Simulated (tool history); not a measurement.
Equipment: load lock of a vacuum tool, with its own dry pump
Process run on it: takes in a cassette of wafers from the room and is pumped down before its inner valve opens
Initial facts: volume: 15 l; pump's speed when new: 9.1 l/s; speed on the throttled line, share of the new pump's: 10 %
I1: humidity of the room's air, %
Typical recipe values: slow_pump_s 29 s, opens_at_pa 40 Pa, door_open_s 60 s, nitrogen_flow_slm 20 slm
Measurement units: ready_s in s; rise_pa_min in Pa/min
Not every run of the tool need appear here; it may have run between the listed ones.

run 1 hour=0 | slow_pump_s=29 opens_at_pa=40 door_open_s=60 nitrogen_flow_slm=20 | I1=44.9 | ready_s=40.32 rise_pa_min=0.187
run 2 hour=191.2 | slow_pump_s=29 opens_at_pa=40 door_open_s=60 nitrogen_flow_slm=20 | I1=44.8 | ready_s=40.18 rise_pa_min=0.187
run 3 hour=477.6 | slow_pump_s=29 opens_at_pa=40 door_open_s=60 nitrogen_flow_slm=20 | I1=41.6 | ready_s=40.12 rise_pa_min=0.192
run 4 hour=666.8 | slow_pump_s=29 opens_at_pa=40 door_open_s=60 nitrogen_flow_slm=20 | I1=44.2 | ready_s=40.29 rise_pa_min=0.204
run 5 hour=871 | slow_pump_s=29 opens_at_pa=40 door_open_s=60 nitrogen_flow_slm=20 | I1=44.1 | ready_s=40.28 rise_pa_min=0.2
run 6 hour=1170.7 | slow_pump_s=29 opens_at_pa=40 door_open_s=60 nitrogen_flow_slm=20 | I1=48.5 | ready_s=40.43 rise_pa_min=0.216
run 7 hour=1456.9 | slow_pump_s=29 opens_at_pa=40 door_open_s=60 nitrogen_flow_slm=20 | I1=44.2 | ready_s=40.33 rise_pa_min=0.218
run 8 hour=1751.4 | slow_pump_s=29 opens_at_pa=40 door_open_s=60 nitrogen_flow_slm=20 | I1=43.8 | ready_s=40.33 rise_pa_min=0.224
run 9 hour=2026.7 | slow_pump_s=29 opens_at_pa=40 door_open_s=60 nitrogen_flow_slm=20 | I1=45.6 | ready_s=40.31 rise_pa_min=0.232
run 10 hour=2208.8 | slow_pump_s=29 opens_at_pa=40 door_open_s=60 nitrogen_flow_slm=20 | I1=44 | ready_s=40.47 rise_pa_min=0.237
run 11 hour=2647.1 | slow_pump_s=29 opens_at_pa=40 door_open_s=60 nitrogen_flow_slm=20 | I1=48.2 | ready_s=40.42 rise_pa_min=0.255
run 12 hour=2844.8 | slow_pump_s=29 opens_at_pa=40 door_open_s=60 nitrogen_flow_slm=20 | I1=47.6 | ready_s=40.4 rise_pa_min=0.26
-- hour=2944 dry pump taken out, an overhauled one fitted
run 13 hour=3194.4 | slow_pump_s=29 opens_at_pa=40 door_open_s=60 nitrogen_flow_slm=20 | I1=45.9 | ready_s=39.11 rise_pa_min=0.274
run 14 hour=3600 | slow_pump_s=29 opens_at_pa=40 door_open_s=60 nitrogen_flow_slm=20 | I1=41.9 | ready_s=39.19 rise_pa_min=0.277
run 15 hour=3913.2 | slow_pump_s=18 opens_at_pa=40 door_open_s=60 nitrogen_flow_slm=20 | I1=40.1 | ready_s=29.15 rise_pa_min=0.291
run 16 hour=4167.8 | slow_pump_s=36 opens_at_pa=42 door_open_s=166 nitrogen_flow_slm=25 | I1=41.9 | ready_s=45.48 rise_pa_min=0.295
run 17 hour=4398 | slow_pump_s=29 opens_at_pa=47 door_open_s=60 nitrogen_flow_slm=22 | I1=49.1 | ready_s=38.86 rise_pa_min=0.291
run 18 hour=4649.8 | slow_pump_s=17 opens_at_pa=45 door_open_s=139 nitrogen_flow_slm=7 | I1=44.2 | ready_s=28.21 rise_pa_min=0.362
run 19 hour=4963.6 | slow_pump_s=17 opens_at_pa=45 door_open_s=139 nitrogen_flow_slm=7 | I1=44 | ready_s=28.29 rise_pa_min=0.37
run 20 hour=5159.3 | slow_pump_s=17 opens_at_pa=31 door_open_s=50 nitrogen_flow_slm=40 | I1=45.5 | ready_s=28.83 rise_pa_min=0.31
run 21 hour=5529 | slow_pump_s=28 opens_at_pa=36 door_open_s=26 nitrogen_flow_slm=39 | I1=45 | ready_s=38.64 rise_pa_min=0.317
run 22 hour=5719.9 | slow_pump_s=25 opens_at_pa=63 door_open_s=60 nitrogen_flow_slm=5 | I1=46.7 | ready_s=34.94 rise_pa_min=0.374
run 23 hour=5911.9 | slow_pump_s=29 opens_at_pa=47 door_open_s=60 nitrogen_flow_slm=20 | I1=46.4 | ready_s=39.03 rise_pa_min=0.349
run 24 hour=6197.8 | slow_pump_s=22 opens_at_pa=37 door_open_s=26 nitrogen_flow_slm=12 | I1=45.2 | ready_s=33.11 rise_pa_min=0.351
run 25 hour=6587.4 | slow_pump_s=34 opens_at_pa=28 door_open_s=78 nitrogen_flow_slm=26 | I1=44.7 | ready_s=44.46 rise_pa_min=0.362
run 26 hour=6825.9 | slow_pump_s=34 opens_at_pa=28 door_open_s=78 nitrogen_flow_slm=26 | I1=46.4 | ready_s=44.32 rise_pa_min=0.378
run 27 hour=7004.7 | slow_pump_s=17 opens_at_pa=62 door_open_s=60 nitrogen_flow_slm=20 | I1=47.3 | ready_s=27.73 rise_pa_min=0.379
-- hour=7071 door's seal changed, seat wiped
run 28 hour=7418.2 | slow_pump_s=17 opens_at_pa=62 door_open_s=60 nitrogen_flow_slm=20 | I1=46.5 | ready_s=27.79 rise_pa_min=0.044
run 29 hour=7600.1 | slow_pump_s=17 opens_at_pa=62 door_open_s=60 nitrogen_flow_slm=20 | I1=42.3 | ready_s=27.8 rise_pa_min=0.049
run 30 hour=8003.4 | slow_pump_s=17 opens_at_pa=62 door_open_s=60 nitrogen_flow_slm=20 | I1=46.5 | ready_s=27.73 rise_pa_min=0.052

Below, some changes in ready_s between adjacent runs. For each, the amount present without the hidden state too (settings, incoming material, random variation) and the amount remaining for the hidden state with gauge scatter not shared by both compared results:
Hidden state present: pump's speed, % of a new pump's; leak at the door's seal, Pa l/s; drift of the gauge itself on ready_s, %; drift of the gauge itself on rise_pa_min, %.
Run 7 -> 8: no setting touched and nothing written in the log between the runs. ready_s +0 s: hidden state +0.03, all else -0.03.
Run 10 -> 11: no setting touched and nothing written in the log between the runs. ready_s -0.05 s: hidden state +0.03, all else -0.08.
Run 12 -> 13: dry pump taken out, an overhauled one fitted. ready_s -1.29 s: hidden state -1.27, all else -0.02.
Run 15 -> 16: slow_pump_s 18 -> 36, opens_at_pa 40 -> 42, door_open_s 60 -> 166, nitrogen_flow_slm 20 -> 25. ready_s +16.33 s: hidden state +0.01, all else +16.32.
Run 24 -> 25: slow_pump_s 22 -> 34, opens_at_pa 37 -> 28, door_open_s 26 -> 78, nitrogen_flow_slm 12 -> 26. ready_s +11.35 s: hidden state +0.01, all else +11.34.
Run 26 -> 27: slow_pump_s 34 -> 17, opens_at_pa 28 -> 62, door_open_s 78 -> 60, nitrogen_flow_slm 26 -> 20. ready_s -16.59 s: hidden state +0.01, all else -16.6.
